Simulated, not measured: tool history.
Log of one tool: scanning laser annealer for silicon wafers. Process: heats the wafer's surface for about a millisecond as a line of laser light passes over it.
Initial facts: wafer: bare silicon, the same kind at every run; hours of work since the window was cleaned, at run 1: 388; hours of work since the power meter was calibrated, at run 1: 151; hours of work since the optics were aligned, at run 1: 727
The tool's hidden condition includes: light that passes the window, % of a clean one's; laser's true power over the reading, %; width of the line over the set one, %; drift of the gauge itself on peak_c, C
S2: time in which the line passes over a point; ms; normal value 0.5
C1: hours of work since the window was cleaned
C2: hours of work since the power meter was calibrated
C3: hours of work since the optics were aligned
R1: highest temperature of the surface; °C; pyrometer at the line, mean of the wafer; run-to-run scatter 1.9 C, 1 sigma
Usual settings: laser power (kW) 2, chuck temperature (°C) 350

run 1 hour=0 | laser_power_(kW)=2 S2=0.5 chuck_temperature_(°C)=350 | C1=388 C2=151 C3=727 | R1=1091
run 2 hour=6.6 | laser_power_(kW)=2 S2=0.5 chuck_temperature_(°C)=350 | C1=392 C2=155 C3=731 | R1=1091
run 3 hour=15 | laser_power_(kW)=2 S2=0.5 chuck_temperature_(°C)=350 | C1=398 C2=160 C3=736 | R1=1089
run 4 hour=23.9 | laser_power_(kW)=2 S2=0.5 chuck_temperature_(°C)=350 | C1=404 C2=166 C3=742 | R1=1092
run 5 hour=33.4 | laser_power_(kW)=2 S2=0.5 chuck_temperature_(°C)=350 | C1=410 C2=173 C3=748 | R1=1093
run 6 hour=42.4 | laser_power_(kW)=2 S2=0.5 chuck_temperature_(°C)=350 | C1=416 C2=178 C3=754 | R1=1091
run 7 hour=48.9 | laser_power_(kW)=1.716 S2=0.5 chuck_temperature_(°C)=350 | C1=420 C2=183 C3=759 | R1=990
run 8 hour=57.7 | laser_power_(kW)=1.716 S2=0.5 chuck_temperature_(°C)=350 | C1=426 C2=188 C3=764 | R1=995
run 9 hour=64.7 | laser_power_(kW)=1.902 S2=0.5 chuck_temperature_(°C)=350 | C1=430 C2=193 C3=769 | R1=1060
run 10 hour=71.8 | laser_power_(kW)=2 S2=0.5 chuck_temperature_(°C)=350 | C1=435 C2=198 C3=774 | R1=1091
run 11 hour=76.5 | laser_power_(kW)=2 S2=0.5 chuck_temperature_(°C)=350 | C1=438 C2=201 C3=777 | R1=1090
run 12 hour=82.1 | laser_power_(kW)=2 S2=0.5 chuck_temperature_(°C)=350 | C1=442 C2=204 C3=780 | R1=1090
run 13 hour=91.4 | laser_power_(kW)=2 S2=0.5 chuck_temperature_(°C)=350 | C1=448 C2=211 C3=787 | R1=1090
run 14 hour=100 | laser_power_(kW)=2 S2=0.5 chuck_temperature_(°C)=350 | C1=453 C2=216 C3=792 | R1=1091
run 15 hour=109.4 | laser_power_(kW)=2 S2=0.37 chuck_temperature_(°C)=350 | C1=460 C2=222 C3=798 | R1=996
run 16 hour=113.4 | laser_power_(kW)=2 S2=0.37 chuck_temperature_(°C)=350 | C1=462 C2=225 C3=801 | R1=998
run 17 hour=122.2 | laser_power_(kW)=2 S2=0.37 chuck_temperature_(°C)=350 | C1=468 C2=231 C3=807 | R1=999
run 18 hour=127.5 | laser_power_(kW)=2 S2=0.37 chuck_temperature_(°C)=350 | C1=471 C2=234 C3=810 | R1=999
run 19 hour=136.1 | laser_power_(kW)=2 S2=0.37 chuck_temperature_(°C)=350 | C1=477 C2=240 C3=816 | R1=999
run 20 hour=145.2 | laser_power_(kW)=2 S2=0.37 chuck_temperature_(°C)=350 | C1=483 C2=246 C3=822 | R1=991
run 21 hour=153.5 | laser_power_(kW)=2.019 S2=0.594 chuck_temperature_(°C)=313 | C1=489 C2=251 C3=827 | R1=1120
run 22 hour=158.4 | laser_power_(kW)=2.019 S2=0.594 chuck_temperature_(°C)=313 | C1=492 C2=255 C3=830 | R1=1123
run 23 hour=162.5 | laser_power_(kW)=2.019 S2=0.594 chuck_temperature_(°C)=313 | C1=494 C2=257 C3=833 | R1=1117
run 24 hour=170.6 | laser_power_(kW)=2.119 S2=0.416 chuck_temperature_(°C)=385 | C1=500 C2=263 C3=839 | R1=1103
run 25 hour=175.1 | laser_power_(kW)=2 S2=0.558 chuck_temperature_(°C)=347 | C1=503 C2=266 C3=841 | R1=1125
run 26 hour=184.5 | laser_power_(kW)=2 S2=0.558 chuck_temperature_(°C)=347 | C1=509 C2=272 C3=848 | R1=1125
run 27 hour=190.7 | laser_power_(kW)=1.742 S2=0.451 chuck_temperature_(°C)=315 | C1=513 C2=276 C3=852 | R1=939

4 ways to go on from here, each from the tool as it stands after run 27. What would each give?
run A hour=195.5 | laser_power_(kW)=1.82 S2=0.451 chuck_temperature_(°C)=356 | C1=516 C2=279 C3=855 | R1=?
run B hour=195.5 | laser_power_(kW)=1.742 S2=0.451 chuck_temperature_(°C)=343 | C1=516 C2=279 C3=855 | R1=?
run C hour=195.5 | laser_power_(kW)=2.068 S2=0.355 chuck_temperature_(°C)=347 | C1=516 C2=279 C3=855 | R1=?
run D hour=195.5 | laser_power_(kW)=1.742 S2=0.511 chuck_temperature_(°C)=343 | C1=516 C2=279 C3=855 | R1=?

run=A R1=1004
run=B R1=965
run=C R1=1004
run=D R1=1001
Without the tool's hidden state the same runs would have given:
run=A R1=1004
run=B R1=965
run=C R1=1004
run=D R1=1001
